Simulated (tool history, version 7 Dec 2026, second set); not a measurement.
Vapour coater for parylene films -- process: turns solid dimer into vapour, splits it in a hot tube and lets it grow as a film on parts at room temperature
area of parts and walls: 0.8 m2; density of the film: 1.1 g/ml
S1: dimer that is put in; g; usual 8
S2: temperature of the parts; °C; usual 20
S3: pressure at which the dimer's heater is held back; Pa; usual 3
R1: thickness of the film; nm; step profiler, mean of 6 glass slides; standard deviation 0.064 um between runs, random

run	hour	S1	S2	S3	R1
1	0	8	20	3	7530
2	45.6	8	20	3	7560
3	75.7	8	20	10.31	6720
4	131.5	8	20	10.31	6800
# hour 171.9: trap's valve overhauled
5	176.6	8	20	3	7530
6	213.7	8	20	3	7530
7	258.6	8	20	3	7600
8	288.6	8	20	3	7600
9	331.8	8	20	3	7580
10	365	8	20	3	7500
11	424.7	10	20	3	9430
# hour 470.8: trap's valve overhauled
12	472.8	10	30	3	6410
13	512.7	10	30	3	6240
14	577.5	10	30	3	6230
15	619.3	14	20	3	13180
16	646.9	14	20	3	13170
17	678.8	7	23	10.36	5180
18	711.6	10	23	10.36	7400
19	761.3	7	20	7.25	6110
# hour 771.2: trap's valve overhauled
20	807.9	7	14	6.76	7850
21	843	7	14	6.76	7890
22	879.4	7	14	6.76	7840
23	923.3	4	13	8.92	4490
24	988.4	11	19	7.61	10100
25	1041.7	8	18	9.94	7460
# hour 1070: trap's valve overhauled
26	1093.4	8	22	2.8	7070
27	1131.6	6	27	7.85	3980
# hour 1162.1: table's thermometer calibrated
28	1189	6	27	7.85	3920
29	1244.1	13	27	2.6	9290

3 options for the next run, each taken on its own from the tool as it stands now. Forecast them:
A	1299.9	13	27	3.05	?
B	1299.9	7	27	6.98	?
C	1299.9	5	15	4.71	?

run	R1
A	9320
B	4600
C	5500
With the hidden condition removed and each run's random variation left untouched, the same runs would have given:
run	R1
A	9340
B	4610
C	5510
